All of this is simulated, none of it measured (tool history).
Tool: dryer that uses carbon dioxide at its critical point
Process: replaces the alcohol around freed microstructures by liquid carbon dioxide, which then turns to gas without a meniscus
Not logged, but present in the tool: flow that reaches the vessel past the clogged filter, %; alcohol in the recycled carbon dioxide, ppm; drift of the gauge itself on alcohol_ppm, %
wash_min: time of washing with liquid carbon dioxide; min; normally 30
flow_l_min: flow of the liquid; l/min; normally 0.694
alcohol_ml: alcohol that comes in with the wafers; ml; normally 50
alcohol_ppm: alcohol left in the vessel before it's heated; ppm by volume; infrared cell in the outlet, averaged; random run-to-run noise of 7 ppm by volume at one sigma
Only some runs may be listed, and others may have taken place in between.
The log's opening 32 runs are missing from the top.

| run | hour | wash_min | flow_l_min | alcohol_ml | hours of work since the filter was changed | hours of work since the purifier's bed was changed | alcohol_ppm |
|---|---|---|---|---|---|---|---|
| 33 | 200.8 | 27 | 0.473 | 21 | 228 | 276 | 666 |
| 34 | 207.7 | 47 | 0.517 | 75 | 233 | 281 | 372 |
| 35 | 212.1 | 47 | 0.554 | 75 | 236 | 283 | 283 |
| 36 | 217.3 | 37 | 0.856 | 110 | 239 | 287 | 153 |
| 37 | 223.4 | 37 | 0.856 | 110 | 243 | 291 | 151 |
| 38 | 232.9 | 37 | 0.856 | 110 | 249 | 297 | 159 |
| 39 | 238.2 | 19 | 0.856 | 63 | 252 | 300 | 1080 |
| 40 | 242.5 | 37 | 0.694 | 50 | 255 | 303 | 203 |
| 41 | 251.7 | 34 | 0.604 | 92 | 261 | 309 | 832 |
| 42 | 257.4 | 36 | 0.604 | 52 | 264 | 312 | 394 |
| 43 | 261.2 | 28 | 0.527 | 94 | 267 | 315 | 2183 |
| 44 | 268.3 | 32 | 0.463 | 98 | 271 | 319 | 2286 |
| 45 | 275.8 | 30 | 1.151 | 31 | 276 | 324 | 44 |
| 46 | 284.8 | 30 | 1.151 | 31 | 282 | 330 | 46 |
| 47 | 293.5 | 30 | 1.151 | 31 | 287 | 335 | 51 |

4 options for the next run, each taken on its own from the tool as it stands now. Forecast them:
| A | 302.7 | 29 | 1.067 | 28 | 293 | 341 | ? |
| B | 302.7 | 42 | 0.694 | 33 | 293 | 341 | ? |
| C | 302.7 | 23 | 0.694 | 28 | 293 | 341 | ? |
| D | 302.7 | 30 | 0.694 | 30 | 293 | 341 | ? |

| run | alcohol_ppm |
|---|---|
| A | 75 |
| B | 96 |
| C | 552 |
| D | 277 |
Had the tool no hidden state, the same runs would have come out as:
| run | alcohol_ppm |
|---|---|
| A | 41 |
| B | 54 |
| C | 438 |
| D | 198 |
